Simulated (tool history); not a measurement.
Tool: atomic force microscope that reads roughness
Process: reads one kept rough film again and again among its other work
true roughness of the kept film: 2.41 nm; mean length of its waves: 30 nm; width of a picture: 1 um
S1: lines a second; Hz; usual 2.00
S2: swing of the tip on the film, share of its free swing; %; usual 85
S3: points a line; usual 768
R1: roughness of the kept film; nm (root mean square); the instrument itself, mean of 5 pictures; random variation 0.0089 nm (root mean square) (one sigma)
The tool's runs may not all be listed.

run,day,S1,S2,S3,R1
1,0.000,2.00,85,768,1.936
2,0.612,2.00,85,768,1.922
3,0.950,2.00,85,768,1.917
4,1.592,2.00,85,768,1.884
5,2.342,2.00,85,768,1.862
6,3.092,2.00,60,768,2.025
7,3.533,2.00,76,768,1.908
8,4.133,1.55,76,768,1.937
9,4.629,1.55,76,768,1.919
10,5.067,1.55,76,768,1.905
11,5.825,1.55,76,768,1.885
12,6.333,1.55,76,390,1.855
13,6.858,3.08,85,768,1.646
14,7.375,3.08,85,768,1.637
# day 7.446: new tip fitted
15,7.792,2.00,56,768,2.161
16,8.325,2.00,56,768,2.132
17,8.867,2.00,56,768,2.131
18,9.271,2.00,85,768,1.914
19,9.758,2.00,85,768,1.896
20,10.417,2.00,85,768,1.878
21,11.046,2.95,85,768,1.769
22,11.588,2.95,85,768,1.752
23,12.346,1.43,85,768,1.897
24,12.758,1.43,85,768,1.868
25,13.517,2.00,85,768,1.797
26,13.942,1.15,60,272,1.956
27,14.617,1.72,65,272,1.901
28,15.112,1.72,65,272,1.879
29,15.483,3.73,65,308,1.800
# day 15.621: new tip fitted
30,16.142,3.73,65,504,2.044
31,16.812,0.95,85,768,2.050
32,17.317,0.95,85,768,2.040
33,17.917,0.95,85,768,2.020
34,18.633,1.34,85,516,1.966
35,19.000,3.11,85,516,1.759
36,19.388,0.98,73,507,2.041
37,19.746,1.08,67,564,2.053
38,20.146,0.52,62,394,2.057
39,20.908,0.74,70,389,2.022
40,21.492,0.74,75,650,1.992
41,22.154,0.74,75,650,1.973
42,22.783,1.43,69,763,1.935
43,23.438,2.37,67,460,1.865
# day 23.796: new tip fitted
44,23.875,2.37,67,460,2.084
45,24.550,1.19,67,713,2.139
46,25.296,1.19,67,713,2.131
47,25.683,1.19,67,713,2.118
48,26.304,1.26,66,350,2.061
49,27.071,1.52,86,496,1.913

Hidden state or all else? Some run-to-run changes of R1, split into what the settings, what came in and random variation would give without the hidden state, and what is left for the hidden state (with any gauge scatter that isn't in both results):
The hidden state here: radius of the tip, nm; height scale over the true one, %; drift of the gauge itself on roughness_nm, %.
Run 14 -> 15: S1 3.08 -> 2.00, S2 85 -> 56, new tip fitted. R1 +0.524 nm (root mean square): hidden state +0.209, all else +0.315.
Run 29 -> 30: S3 308 -> 504, new tip fitted. R1 +0.244 nm (root mean square): hidden state +0.234, all else +0.010.
Run 35 -> 36: S1 3.11 -> 0.98, S2 85 -> 73, S3 516 -> 507. R1 +0.282 nm (root mean square): hidden state -0.028, all else +0.310.
Run 43 -> 44: new tip fitted. R1 +0.219 nm (root mean square): hidden state +0.233, all else -0.014.
